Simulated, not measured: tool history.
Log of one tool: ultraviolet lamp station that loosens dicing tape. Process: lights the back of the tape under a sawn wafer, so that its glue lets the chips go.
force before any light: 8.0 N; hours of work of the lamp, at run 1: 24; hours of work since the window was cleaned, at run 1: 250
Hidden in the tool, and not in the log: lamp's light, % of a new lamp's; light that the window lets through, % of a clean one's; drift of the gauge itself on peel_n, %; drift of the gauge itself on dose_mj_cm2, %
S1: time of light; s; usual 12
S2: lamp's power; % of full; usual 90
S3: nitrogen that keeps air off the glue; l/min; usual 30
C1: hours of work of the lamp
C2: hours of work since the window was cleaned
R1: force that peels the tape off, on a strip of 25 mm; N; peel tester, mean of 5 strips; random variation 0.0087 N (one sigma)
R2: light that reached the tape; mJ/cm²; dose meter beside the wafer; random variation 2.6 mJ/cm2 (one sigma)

{"run": 1, "hour": 0.0, "S1": 12, "S2": 90, "S3": 30, "C1": 24, "C2": 250, "R1": 0.41, "R2": 292}
{"run": 2, "hour": 6.6, "S1": 12, "S2": 90, "S3": 14, "C1": 27, "C2": 253, "R1": 0.691, "R2": 294}
{"run": 3, "hour": 11.7, "S1": 12, "S2": 90, "S3": 14, "C1": 29, "C2": 255, "R1": 0.698, "R2": 293}
{"run": 4, "hour": 21.0, "S1": 12, "S2": 90, "S3": 14, "C1": 34, "C2": 260, "R1": 0.699, "R2": 295}
{"run": 5, "hour": 27.9, "S1": 12, "S2": 84, "S3": 14, "C1": 37, "C2": 263, "R1": 0.802, "R2": 273}
{"run": 6, "hour": 35.9, "S1": 22, "S2": 84, "S3": 14, "C1": 41, "C2": 267, "R1": 0.296, "R2": 500}
{"run": 7, "hour": 44.0, "S1": 22, "S2": 84, "S3": 14, "C1": 45, "C2": 271, "R1": 0.29, "R2": 497}
{"run": 8, "hour": 51.6, "S1": 16, "S2": 84, "S3": 14, "C1": 49, "C2": 275, "R1": 0.469, "R2": 355}
{"run": 9, "hour": 60.9, "S1": 12, "S2": 90, "S3": 30, "C1": 54, "C2": 279, "R1": 0.409, "R2": 287}
{"run": 10, "hour": 68.8, "S1": 16, "S2": 90, "S3": 30, "C1": 57, "C2": 283, "R1": 0.296, "R2": 381}
{"run": 11, "hour": 73.2, "S1": 12, "S2": 90, "S3": 30, "C1": 60, "C2": 285, "R1": 0.418, "R2": 283}
{"run": 12, "hour": 78.5, "S1": 12, "S2": 90, "S3": 16, "C1": 62, "C2": 288, "R1": 0.654, "R2": 284}
{"run": 13, "hour": 87.8, "S1": 8, "S2": 90, "S3": 16, "C1": 67, "C2": 293, "R1": 1.35, "R2": 191}
{"run": 14, "hour": 97.5, "S1": 8, "S2": 90, "S3": 16, "C1": 72, "C2": 297, "R1": 1.314, "R2": 189}
{"run": 15, "hour": 103.2, "S1": 8, "S2": 90, "S3": 16, "C1": 74, "C2": 300, "R1": 1.401, "R2": 190}
{"run": 16, "hour": 109.5, "S1": 12, "S2": 67, "S3": 30, "C1": 77, "C2": 303, "R1": 0.726, "R2": 213}
{"run": 17, "hour": 118.6, "S1": 12, "S2": 67, "S3": 30, "C1": 82, "C2": 308, "R1": 0.712, "R2": 209}
{"run": 18, "hour": 123.4, "S1": 12, "S2": 67, "S3": 30, "C1": 84, "C2": 310, "R1": 0.725, "R2": 209}
{"run": 19, "hour": 129.5, "S1": 13, "S2": 90, "S3": 30, "C1": 87, "C2": 313, "R1": 0.38, "R2": 309}
{"run": 20, "hour": 137.3, "S1": 13, "S2": 90, "S3": 30, "C1": 91, "C2": 317, "R1": 0.385, "R2": 303}
{"run": 21, "hour": 141.9, "S1": 12, "S2": 90, "S3": 15, "C1": 93, "C2": 319, "R1": 0.714, "R2": 282}
{"run": 22, "hour": 148.6, "S1": 12, "S2": 90, "S3": 15, "C1": 97, "C2": 322, "R1": 0.704, "R2": 277}
{"run": 23, "hour": 156.0, "S1": 12, "S2": 90, "S3": 15, "C1": 100, "C2": 326, "R1": 0.72, "R2": 275}
{"run": 24, "hour": 162.8, "S1": 12, "S2": 90, "S3": 14, "C1": 104, "C2": 329, "R1": 0.753, "R2": 279}
{"run": 25, "hour": 170.6, "S1": 12, "S2": 92, "S3": 13, "C1": 107, "C2": 333, "R1": 0.778, "R2": 283}
{"run": 26, "hour": 176.4, "S1": 14, "S2": 67, "S3": 18, "C1": 110, "C2": 336, "R1": 0.844, "R2": 240}
{"run": 27, "hour": 180.8, "S1": 14, "S2": 67, "S3": 18, "C1": 112, "C2": 338, "R1": 0.804, "R2": 235}
{"run": 28, "hour": 189.1, "S1": 14, "S2": 67, "S3": 18, "C1": 116, "C2": 342, "R1": 0.801, "R2": 241}
{"run": 29, "hour": 195.9, "S1": 6, "S2": 83, "S3": 22, "C1": 120, "C2": 346, "R1": 2.069, "R2": 124}
{"run": 30, "hour": 203.5, "S1": 12, "S2": 73, "S3": 12, "C1": 123, "C2": 349, "R1": 1.266, "R2": 223}
{"run": 31, "hour": 211.9, "S1": 12, "S2": 73, "S3": 27, "C1": 128, "C2": 354, "R1": 0.725, "R2": 224}
{"run": 32, "hour": 219.2, "S1": 12, "S2": 74, "S3": 43, "C1": 131, "C2": 357, "R1": 0.492, "R2": 223}
{"run": 33, "hour": 224.1, "S1": 12, "S2": 74, "S3": 43, "C1": 134, "C2": 360, "R1": 0.52, "R2": 221}
{"run": 34, "hour": 230.6, "S1": 12, "S2": 61, "S3": 19, "C1": 137, "C2": 363, "R1": 1.297, "R2": 183}
{"run": 35, "hour": 240.4, "S1": 19, "S2": 65, "S3": 11, "C1": 142, "C2": 368, "R1": 0.729, "R2": 310}
{"run": 36, "hour": 248.3, "S1": 14, "S2": 64, "S3": 30, "C1": 145, "C2": 371, "R1": 0.658, "R2": 225}
{"run": 37, "hour": 254.6, "S1": 12, "S2": 90, "S3": 34, "C1": 149, "C2": 375, "R1": 0.434, "R2": 270}
{"run": 38, "hour": 262.5, "S1": 12, "S2": 73, "S3": 10, "C1": 152, "C2": 378, "R1": 1.51, "R2": 215}
{"run": 39, "hour": 272.0, "S1": 11, "S2": 76, "S3": 16, "C1": 157, "C2": 383, "R1": 1.163, "R2": 207}
{"run": 40, "hour": 280.3, "S1": 7, "S2": 78, "S3": 29, "C1": 161, "C2": 387, "R1": 1.628, "R2": 137}
{"run": 41, "hour": 284.4, "S1": 9, "S2": 83, "S3": 35, "C1": 163, "C2": 389, "R1": 0.86, "R2": 181}
{"run": 42, "hour": 291.9, "S1": 13, "S2": 83, "S3": 49, "C1": 167, "C2": 393, "R1": 0.358, "R2": 264}
{"run": 43, "hour": 299.4, "S1": 13, "S2": 83, "S3": 49, "C1": 171, "C2": 396, "R1": 0.359, "R2": 261}
{"run": 44, "hour": 305.4, "S1": 6, "S2": 99, "S3": 42, "C1": 173, "C2": 399, "R1": 1.196, "R2": 146}

The same runs without the tool's hidden state, with the same run-to-run variation:
run=1 R1=0.362 R2=318
run=2 R1=0.591 R2=320
run=3 R1=0.594 R2=320
run=4 R1=0.592 R2=322
run=5 R1=0.676 R2=299
run=6 R1=0.272 R2=549
run=7 R1=0.265 R2=547
run=8 R1=0.396 R2=392
run=9 R1=0.349 R2=318
run=10 R1=0.273 R2=424
run=11 R1=0.354 R2=315
run=12 R1=0.536 R2=317
run=13 R1=1.121 R2=213
run=14 R1=1.085 R2=212
run=15 R1=1.153 R2=214
run=16 R1=0.581 R2=239
run=17 R1=0.566 R2=237
run=18 R1=0.573 R2=237
run=19 R1=0.319 R2=351
run=20 R1=0.321 R2=344
run=21 R1=0.559 R2=321
run=22 R1=0.549 R2=317
run=23 R1=0.559 R2=315
run=24 R1=0.583 R2=320
run=25 R1=0.598 R2=326
run=26 R1=0.649 R2=277
run=27 R1=0.613 R2=272
run=28 R1=0.605 R2=279
run=29 R1=1.683 R2=144
run=30 R1=0.975 R2=259
run=31 R1=0.541 R2=261
run=32 R1=0.374 R2=261
run=33 R1=0.393 R2=259
run=34 R1=0.983 R2=215
run=35 R1=0.536 R2=365
run=36 R1=0.485 R2=265
run=37 R1=0.337 R2=319
run=38 R1=1.14 R2=256
run=39 R1=0.848 R2=247
run=40 R1=1.225 R2=164
run=41 R1=0.614 R2=217
run=42 R1=0.284 R2=318
run=43 R1=0.286 R2=315
run=44 R1=0.857 R2=176
